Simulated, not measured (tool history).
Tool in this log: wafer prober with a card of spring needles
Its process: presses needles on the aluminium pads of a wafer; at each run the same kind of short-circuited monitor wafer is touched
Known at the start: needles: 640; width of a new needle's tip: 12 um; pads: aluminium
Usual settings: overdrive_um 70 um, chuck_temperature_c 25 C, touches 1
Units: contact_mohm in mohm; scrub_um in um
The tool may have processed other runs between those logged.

| run | hour | overdrive_um | chuck_temperature_c | touches | contact_mohm | scrub_um |
|---|---|---|---|---|---|---|
| 1 | 0.0 | 70 | 25 | 1 | 278 | 13.81 |
|  | 10.3 | tips cleaned on abrasive film |
|  | 27.3 | tips cleaned on abrasive film |
|  | 44.3 | tips cleaned on abrasive film |
| 2 | 45.2 | 67 | 25 | 1 | 247 | 13.17 |
|  | 58.8 | tips cleaned on abrasive film |
|  | 72.4 | tips cleaned on abrasive film |
|  | 89.5 | tips cleaned on abrasive film |
|  | 106.5 | tips cleaned on abrasive film |
| 3 | 114.1 | 77 | 25 | 1 | 279 | 15.13 |
|  | 121.0 | tips cleaned on abrasive film |
|  | 138.0 | tips cleaned on abrasive film |
|  | 155.0 | tips cleaned on abrasive film |
|  | 168.6 | tips cleaned on abrasive film |
|  | 185.7 | tips cleaned on abrasive film |
|  | 199.3 | tips cleaned on abrasive film |
| 4 | 200.9 | 77 | 25 | 1 | 240 | 14.98 |
|  | 214.5 | tips cleaned on abrasive film |
|  | 231.6 | tips cleaned on abrasive film |
|  | 248.6 | tips cleaned on abrasive film |
| 5 | 251.5 | 77 | 25 | 1 | 256 | 14.94 |
|  | 265.1 | tips cleaned on abrasive film |
|  | 282.1 | tips cleaned on abrasive film |
|  | 299.2 | tips cleaned on abrasive film |
| 6 | 312.4 | 77 | 25 | 1 | 297 | 14.89 |
|  | 315.9 | tips cleaned on abrasive film |
|  | 329.6 | tips cleaned on abrasive film |
|  | 346.6 | tips cleaned on abrasive film |
|  | 360.2 | tips cleaned on abrasive film |
|  | 377.3 | tips cleaned on abrasive film |
| 7 | 385.5 | 74 | 58 | 1 | 296 | 14.23 |
|  | 392.4 | tips cleaned on abrasive film |
|  | 406.0 | tips cleaned on abrasive film |
|  | 423.0 | tips cleaned on abrasive film |
|  | 430.1 | height of the first contact set anew |
|  | 437.0 | tips cleaned on abrasive film |
| 8 | 443.9 | 74 | 58 | 1 | 291 | 14.65 |
|  | 450.8 | tips cleaned on abrasive film |
|  | 467.9 | tips cleaned on abrasive film |
|  | 484.9 | tips cleaned on abrasive film |
|  | 501.9 | tips cleaned on abrasive film |
| 9 | 512.2 | 70 | 94 | 1 | 309 | 13.87 |
|  | 515.7 | tips cleaned on abrasive film |
|  | 532.7 | tips cleaned on abrasive film |
|  | 549.7 | tips cleaned on abrasive film |
| 10 | 560.3 | 70 | 94 | 1 | 320 | 13.79 |
|  | 563.7 | tips cleaned on abrasive film |
|  | 577.4 | tips cleaned on abrasive film |
|  | 594.4 | tips cleaned on abrasive film |
|  | 608.0 | tips cleaned on abrasive film |
|  | 625.1 | tips cleaned on abrasive film |
|  | 638.7 | tips cleaned on abrasive film |
| 11 | 644.2 | 70 | 94 | 2 | 271 | 13.76 |
|  | 654.5 | tips cleaned on abrasive film |
|  | 668.1 | tips cleaned on abrasive film |
|  | 685.1 | tips cleaned on abrasive film |
|  | 698.8 | tips cleaned on abrasive film |
|  | 714.9 | tips cleaned on abrasive film |
| 12 | 714.9 | 70 | 94 | 2 | 247 | 13.62 |

Consider 5 possible next runs. They are alternatives, not a sequence: every one starts from the tool as it was left by run 12. What does each give?
|  | 731.9 | tips cleaned on abrasive film |
|  | 748.9 | tips cleaned on abrasive film |
|  | 763.6 | tips cleaned on abrasive film |
| A | 763.6 | 62 | 94 | 1 | ? | ? |
|  | 731.9 | tips cleaned on abrasive film |
|  | 748.9 | tips cleaned on abrasive film |
|  | 763.6 | tips cleaned on abrasive film |
| B | 763.6 | 70 | 30 | 3 | ? | ? |
|  | 731.9 | tips cleaned on abrasive film |
|  | 748.9 | tips cleaned on abrasive film |
|  | 763.6 | tips cleaned on abrasive film |
| C | 763.6 | 78 | 25 | 1 | ? | ? |
|  | 731.9 | tips cleaned on abrasive film |
|  | 748.9 | tips cleaned on abrasive film |
|  | 763.6 | tips cleaned on abrasive film |
| D | 763.6 | 66 | 86 | 1 | ? | ? |
|  | 731.9 | tips cleaned on abrasive film |
|  | 748.9 | tips cleaned on abrasive film |
|  | 763.6 | tips cleaned on abrasive film |
| E | 763.6 | 89 | 37 | 3 | ? | ? |

| run | contact_mohm | scrub_um |
|---|---|---|
| A | 253 | 11.99 |
| B | 228 | 13.65 |
| C | 233 | 15.21 |
| D | 249 | 12.79 |
| E | 225 | 17.40 |
The same runs, with their run-to-run variation unchanged, on a tool lacking any hidden condition would have given:
| run | contact_mohm | scrub_um |
|---|---|---|
| A | 239 | 12.30 |
| B | 223 | 13.96 |
| C | 223 | 15.52 |
| D | 236 | 13.09 |
| E | 221 | 17.71 |

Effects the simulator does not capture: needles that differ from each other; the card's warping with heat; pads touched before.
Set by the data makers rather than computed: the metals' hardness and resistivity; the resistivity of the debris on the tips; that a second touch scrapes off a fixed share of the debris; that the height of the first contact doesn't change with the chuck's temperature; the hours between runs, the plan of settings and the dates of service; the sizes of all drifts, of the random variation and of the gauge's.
